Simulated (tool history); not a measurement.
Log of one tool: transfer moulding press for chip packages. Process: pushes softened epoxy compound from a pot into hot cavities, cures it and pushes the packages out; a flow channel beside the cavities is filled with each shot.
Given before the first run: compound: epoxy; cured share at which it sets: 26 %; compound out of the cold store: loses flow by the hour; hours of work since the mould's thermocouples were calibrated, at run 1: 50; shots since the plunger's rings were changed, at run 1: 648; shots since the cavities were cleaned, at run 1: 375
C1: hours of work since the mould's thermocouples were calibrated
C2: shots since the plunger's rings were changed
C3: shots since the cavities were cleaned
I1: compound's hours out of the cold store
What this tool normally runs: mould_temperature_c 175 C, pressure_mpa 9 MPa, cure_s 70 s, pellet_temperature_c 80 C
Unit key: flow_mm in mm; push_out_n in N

run 1 hour=0 | mould_temperature_c=175 pressure_mpa=9 cure_s=70 pellet_temperature_c=80 | C1=50 C2=648 C3=375 | I1=8.3 | flow_mm=901 push_out_n=963
run 2 hour=10.7 | mould_temperature_c=175 pressure_mpa=9 cure_s=70 pellet_temperature_c=80 | C1=55 C2=754 C3=481 | I1=16.6 | flow_mm=842 push_out_n=1008
run 3 hour=24.9 | mould_temperature_c=175 pressure_mpa=9 cure_s=70 pellet_temperature_c=80 | C1=61 C2=894 C3=621 | I1=41.1 | flow_mm=707 push_out_n=975
run 4 hour=41.4 | mould_temperature_c=175 pressure_mpa=9 cure_s=70 pellet_temperature_c=80 | C1=69 C2=1058 C3=785 | I1=34.1 | flow_mm=746 push_out_n=1064
run 5 hour=49 | mould_temperature_c=179 pressure_mpa=9 cure_s=70 pellet_temperature_c=80 | C1=73 C2=1132 C3=859 | I1=8.4 | flow_mm=883 push_out_n=955
run 6 hour=56.5 | mould_temperature_c=175 pressure_mpa=9 cure_s=78 pellet_temperature_c=80 | C1=76 C2=1206 C3=933 | I1=16.7 | flow_mm=843 push_out_n=934
run 7 hour=71.8 | mould_temperature_c=175 pressure_mpa=9 cure_s=60 pellet_temperature_c=80 | C1=83 C2=1358 C3=1085 | I1=34.5 | flow_mm=741 push_out_n=1659
-- hour=75 cavities cleaned with cleaning compound and waxed
run 8 hour=89.9 | mould_temperature_c=175 pressure_mpa=9 cure_s=60 pellet_temperature_c=80 | C1=91 C2=1522 C3=148 | I1=11.5 | flow_mm=874 push_out_n=1133
run 9 hour=99.3 | mould_temperature_c=175 pressure_mpa=9 cure_s=60 pellet_temperature_c=80 | C1=96 C2=1614 C3=240 | I1=19.4 | flow_mm=821 push_out_n=1225
run 10 hour=113.2 | mould_temperature_c=175 pressure_mpa=9 cure_s=60 pellet_temperature_c=80 | C1=102 C2=1752 C3=378 | I1=29.1 | flow_mm=764 push_out_n=1331
run 11 hour=128.8 | mould_temperature_c=175 pressure_mpa=10.04 cure_s=70 pellet_temperature_c=80 | C1=109 C2=1906 C3=532 | I1=8 | flow_mm=942 push_out_n=1067
run 12 hour=138.7 | mould_temperature_c=175 pressure_mpa=10.04 cure_s=70 pellet_temperature_c=80 | C1=114 C2=2004 C3=630 | I1=26.8 | flow_mm=822 push_out_n=1042
run 13 hour=147.4 | mould_temperature_c=175 pressure_mpa=10.04 cure_s=70 pellet_temperature_c=80 | C1=118 C2=2089 C3=715 | I1=19.9 | flow_mm=866 push_out_n=1101
run 14 hour=165.7 | mould_temperature_c=175 pressure_mpa=10.04 cure_s=70 pellet_temperature_c=74 | C1=127 C2=2271 C3=897 | I1=34.3 | flow_mm=776 push_out_n=1113
run 15 hour=178.8 | mould_temperature_c=175 pressure_mpa=9 cure_s=107 pellet_temperature_c=80 | C1=133 C2=2401 C3=1027 | I1=10.8 | flow_mm=872 push_out_n=750

Run 16 comes next. What will it give?
-- hour=188.5 cavities cleaned with cleaning compound and waxed
run 16 hour=198.7 | mould_temperature_c=175 pressure_mpa=9 cure_s=107 pellet_temperature_c=80 | C1=141 C2=2582 C3=101 | I1=34.1 | flow_mm=? push_out_n=?

Run 16 yielded flow_mm 735 mm, push_out_n 442 N.
Minus the tool's unlogged condition, the same run would have read flow_mm 753 mm, push_out_n 344 N.
